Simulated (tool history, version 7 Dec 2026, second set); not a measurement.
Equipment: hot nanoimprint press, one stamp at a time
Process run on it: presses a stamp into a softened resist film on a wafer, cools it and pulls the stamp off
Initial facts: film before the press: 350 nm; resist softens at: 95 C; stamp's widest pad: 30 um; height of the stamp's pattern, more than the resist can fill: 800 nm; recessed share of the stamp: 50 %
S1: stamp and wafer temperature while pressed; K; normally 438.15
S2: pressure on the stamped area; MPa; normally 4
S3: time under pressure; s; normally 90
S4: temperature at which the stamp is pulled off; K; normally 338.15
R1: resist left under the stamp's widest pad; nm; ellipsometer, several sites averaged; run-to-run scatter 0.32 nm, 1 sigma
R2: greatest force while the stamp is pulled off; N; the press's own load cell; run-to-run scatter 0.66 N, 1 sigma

| run | day | S1 | S2 | S3 | S4 | R1 | R2 |
|---|---|---|---|---|---|---|---|
| 1 | 0 | 438.15 | 4 | 90 | 338.15 | 159.6 | 181.1 |
| 2 | 0.629 | 438.15 | 4 | 90 | 338.15 | 159.4 | 182.4 |
| 3 | 1.225 | 438.15 | 4 | 90 | 338.15 | 159.6 | 181.8 |
| 4 | 1.962 | 438.15 | 4 | 90 | 338.15 | 159.8 | 181.2 |
| 5 | 2.3 | 438.15 | 4 | 90 | 338.15 | 159.4 | 182.8 |
| 6 | 2.871 | 438.15 | 4 | 90 | 338.15 | 160.4 | 181.1 |
| 7 | 3.554 | 438.15 | 3.04 | 90 | 338.15 | 186.6 | 182 |
|  | 4.196 | stamp cleaned and given a new release coat |
| 8 | 4.338 | 435.15 | 4 | 90 | 338.15 | 175 | 182 |
| 9 | 4.692 | 435.15 | 4 | 90 | 338.15 | 174.3 | 182.2 |
| 10 | 5.142 | 435.15 | 4 | 90 | 338.15 | 175.2 | 182 |
| 11 | 5.762 | 435.15 | 4 | 90 | 338.15 | 175.3 | 180.7 |
| 12 | 6.421 | 438.15 | 4 | 46 | 338.15 | 196.8 | 181.6 |
| 13 | 7.025 | 438.15 | 4 | 46 | 338.15 | 197.4 | 181.3 |
| 14 | 7.717 | 431.15 | 4 | 90 | 338.15 | 198.4 | 180.7 |
|  | 8.367 | stamp cleaned and given a new release coat |
| 15 | 8.767 | 438.15 | 4 | 90 | 338.15 | 161.1 | 181.2 |
| 16 | 9.458 | 435.15 | 4.31 | 94 | 338.15 | 165.9 | 181.2 |
| 17 | 10.225 | 438.15 | 4.31 | 94 | 330.15 | 152 | 210.2 |
|  | 10.712 | plate thermocouple calibrated |
| 18 | 10.721 | 438.15 | 4.31 | 94 | 330.15 | 152.6 | 210.4 |
| 19 | 11.262 | 438.15 | 4 | 53 | 338.15 | 189.9 | 180.5 |
| 20 | 12.046 | 438.15 | 4 | 53 | 338.15 | 189.3 | 182 |
|  | 12.708 | stamp cleaned and given a new release coat |
| 21 | 12.817 | 438.15 | 4 | 53 | 338.15 | 189.3 | 182.1 |
| 22 | 13.246 | 438.15 | 5.07 | 122 | 338.15 | 127.2 | 182.3 |
| 23 | 13.867 | 430.15 | 4 | 51 | 333.15 | 238.1 | 199.2 |
|  | 14.004 | gauge calibrated |
| 24 | 14.292 | 430.15 | 4 | 51 | 333.15 | 235 | 199.4 |
| 25 | 14.679 | 430.15 | 4 | 51 | 341.15 | 236.1 | 171.5 |
| 26 | 15.412 | 438.15 | 4 | 90 | 344.15 | 159.9 | 158.8 |
| 27 | 16.15 | 438.15 | 4 | 90 | 344.15 | 160.3 | 160.6 |
| 28 | 16.533 | 438.15 | 4 | 90 | 344.15 | 160.4 | 159.8 |
|  | 16.908 | stamp cleaned and given a new release coat |
| 29 | 17.438 | 438.15 | 4 | 90 | 344.15 | 160 | 160.4 |

Alternative continuations, all from the tool just after run 29; predict every row:
| A | 18.212 | 438.15 | 4 | 50 | 343.15 | ? | ? |
| B | 18.212 | 438.15 | 4 | 90 | 344.15 | ? | ? |
| C | 18.212 | 438.15 | 4 | 90 | 338.15 | ? | ? |
| D | 18.212 | 438.15 | 4 | 162 | 338.15 | ? | ? |

| run | R1 | R2 |
|---|---|---|
| A | 192 | 163.3 |
| B | 160.2 | 160.2 |
| C | 160.3 | 181.5 |
| D | 132.1 | 181.8 |
Without the tool's hidden state the same runs would have given:
| run | R1 | R2 |
|---|---|---|
| A | 191.3 | 163.3 |
| B | 159.6 | 160.2 |
| C | 159.6 | 181.4 |
| D | 131.6 | 181.8 |
